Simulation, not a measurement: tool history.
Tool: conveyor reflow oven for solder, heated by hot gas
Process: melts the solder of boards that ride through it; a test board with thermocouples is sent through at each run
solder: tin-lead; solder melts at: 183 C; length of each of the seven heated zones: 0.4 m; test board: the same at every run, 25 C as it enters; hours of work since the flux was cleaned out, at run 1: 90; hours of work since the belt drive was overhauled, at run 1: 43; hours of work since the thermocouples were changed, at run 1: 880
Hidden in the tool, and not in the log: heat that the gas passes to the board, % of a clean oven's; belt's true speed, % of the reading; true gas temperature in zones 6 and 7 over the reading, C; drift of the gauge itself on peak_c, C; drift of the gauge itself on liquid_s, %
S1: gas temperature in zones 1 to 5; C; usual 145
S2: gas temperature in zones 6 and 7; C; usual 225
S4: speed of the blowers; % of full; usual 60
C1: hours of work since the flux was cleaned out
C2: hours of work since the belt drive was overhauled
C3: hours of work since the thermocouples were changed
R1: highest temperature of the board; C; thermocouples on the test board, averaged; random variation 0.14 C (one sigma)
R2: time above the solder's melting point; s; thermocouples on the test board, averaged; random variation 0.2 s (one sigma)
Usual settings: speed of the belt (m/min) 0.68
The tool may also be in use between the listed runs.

Run 1, hour 0: usual settings; C1 90; C2 43; C3 880. Result: R1 205.1 C, R2 43.7 s.
At hour 78: thermocouples of zones 6 and 7 changed.
Run 2, hour 78.2: usual settings but S4 66 % of full; C1 123; C2 76; C3 0. Result: R1 206.7 C, R2 45.8 s.
Run 3, hour 174.9: usual settings but S4 66 % of full; C1 165; C2 118; C3 42. Result: R1 206.8 C, R2 45.4 s.
Run 4, hour 233.6: usual settings but S4 66 % of full; C1 190; C2 144; C3 68. Result: R1 206.8 C, R2 45.3 s.
Run 5, hour 317.7: usual settings but speed of the belt (m/min) 0.637, S4 66 % of full; C1 227; C2 180; C3 104. Result: R1 208.7 C, R2 50.7 s.
Run 6, hour 406.8: usual settings but speed of the belt (m/min) 0.637, S4 66 % of full; C1 266; C2 219; C3 143. Result: R1 208.6 C, R2 51.3 s.
Run 7, hour 493: usual settings but speed of the belt (m/min) 0.732; C1 303; C2 257; C3 181. Result: R1 202.6 C, R2 37 s.
Run 8, hour 557: usual settings but speed of the belt (m/min) 0.732; C1 331; C2 284; C3 208. Result: R1 202.7 C, R2 37.2 s.
Run 9, hour 654.4: usual settings but speed of the belt (m/min) 0.732; C1 373; C2 327; C3 251. Result: R1 202.5 C, R2 37.2 s.
Run 10, hour 696.9: usual settings; C1 392; C2 345; C3 269. Result: R1 205.2 C, R2 43.7 s.
At hour 753.8: flux residue cleaned out of gas plates and filters.
Run 11, hour 799.4: usual settings; C1 20; C2 388; C3 312. Result: R1 205.3 C, R2 43.8 s.
Run 12, hour 882.3: usual settings; C1 56; C2 424; C3 348. Result: R1 205.3 C, R2 43.4 s.
Run 13, hour 950.8: usual settings; C1 86; C2 454; C3 377. Result: R1 205.5 C, R2 43.5 s.
Run 14, hour 1035.4: usual settings; C1 123; C2 490; C3 414. Result: R1 205.4 C, R2 43.1 s.
Run 15, hour 1098.6: usual settings; C1 150; C2 518; C3 442. Result: R1 205.3 C, R2 43.3 s.
Run 16, hour 1199.1: usual settings but S2 220 C, S4 71 % of full; C1 194; C2 561; C3 485. Result: R1 203.9 C, R2 42.8 s.
Run 17, hour 1257.8: usual settings but S2 220 C, S4 71 % of full; C1 219; C2 587; C3 511. Result: R1 203.7 C, R2 42.9 s.
Run 18, hour 1315.2: usual settings but S1 159 C, speed of the belt (m/min) 0.709, S4 73 % of full; C1 244; C2 612; C3 536. Result: R1 210.2 C, R2 53 s.
Run 19, hour 1381.4: usual settings but S1 159 C, speed of the belt (m/min) 0.709, S4 73 % of full; C1 273; C2 641; C3 565. Result: R1 210.1 C, R2 53.3 s.
Run 20, hour 1470.4: usual settings but speed of the belt (m/min) 0.699; C1 312; C2 680; C3 603. Result: R1 204.6 C, R2 41.3 s.
Run 21, hour 1518.2: usual settings but speed of the belt (m/min) 0.699; C1 332; C2 700; C3 624. Result: R1 204.3 C, R2 40.8 s.
Run 22, hour 1596.1: usual settings but speed of the belt (m/min) 0.699; C1 366; C2 734; C3 658. Result: R1 204.2 C, R2 41 s.
Run 23, hour 1682.5: usual settings but S4 76 % of full; C1 404; C2 772; C3 696. Result: R1 208.7 C, R2 48.6 s.
At hour 1715.3: flux residue cleaned out of gas plates and filters.
Run 24, hour 1737.9: usual settings but S1 140 C, S2 216 C, speed of the belt (m/min) 0.713, S4 87 % of full; C1 10; C2 794; C3 718. Result: R1 201.4 C, R2 37 s.
Run 25, hour 1806.7: usual settings but S1 138 C, S2 216 C, speed of the belt (m/min) 0.713, S4 87 % of full; C1 40; C2 824; C3 748. Result: R1 201 C, R2 35.7 s.
Run 26, hour 1882.4: usual settings but S1 138 C, S2 216 C, speed of the belt (m/min) 0.713, S4 87 % of full; C1 73; C2 857; C3 781. Result: R1 200.6 C, R2 35.9 s.
At hour 1937.2: belt drive overhauled, speed set with a stopwatch.
Run 27, hour 1976.4: usual settings but S1 147 C, S2 235 C, speed of the belt (m/min) 0.6; C1 112; C2 17; C3 820. Result: R1 218.1 C, R2 64.1 s.
Run 28, hour 2063.3: usual settings but S1 147 C, S2 215 C, speed of the belt (m/min) 0.794, S4 78 % of full; C1 150; C2 55; C3 857. Result: R1 197.5 C, R2 29.2 s.
Run 29, hour 2122.7: usual settings but S1 142 C, S2 215 C, speed of the belt (m/min) 0.589, S4 78 % of full; C1 175; C2 81; C3 883. Result: R1 203.8 C, R2 50.5 s.

Forecast each of these 5 alternatives for the next run:
At hour 2194.3: thermocouples of zones 6 and 7 changed.
Run A, hour 2222.9: usual settings but S1 155 C; C1 218; C2 123; C3 12. Result: R1 ?, R2 ?.
At hour 2194.3: thermocouples of zones 6 and 7 changed.
Run B, hour 2222.9: usual settings but S1 134 C, S2 229 C, speed of the belt (m/min) 0.598; C1 218; C2 123; C3 12. Result: R1 ?, R2 ?.
At hour 2194.3: thermocouples of zones 6 and 7 changed.
Run C, hour 2222.9: usual settings but S2 233 C; C1 218; C2 123; C3 12. Result: R1 ?, R2 ?.
At hour 2194.3: thermocouples of zones 6 and 7 changed.
Run D, hour 2222.9: usual settings but S1 142 C, S2 239 C, speed of the belt (m/min) 0.566, S4 78 % of full; C1 218; C2 123; C3 12. Result: R1 ?, R2 ?.
At hour 2194.3: thermocouples of zones 6 and 7 changed.
Run E, hour 2222.9: usual settings but S1 137 C, S2 238 C, speed of the belt (m/min) 0.684; C1 218; C2 123; C3 12. Result: R1 ?, R2 ?.

run     R1    R2
  A  207.6  50.5
  B  210.6  52.4
  C  211.7  49.8
  D  226.1  71.9
  E  213.6  48.2
Without the tool's hidden state the same runs would have given:
run     R1    R2
  A  207.6  50.6
  B  210.6  52.4
  C  211.8  49.8
  D  226.2  71.9
  E  213.6  48.2
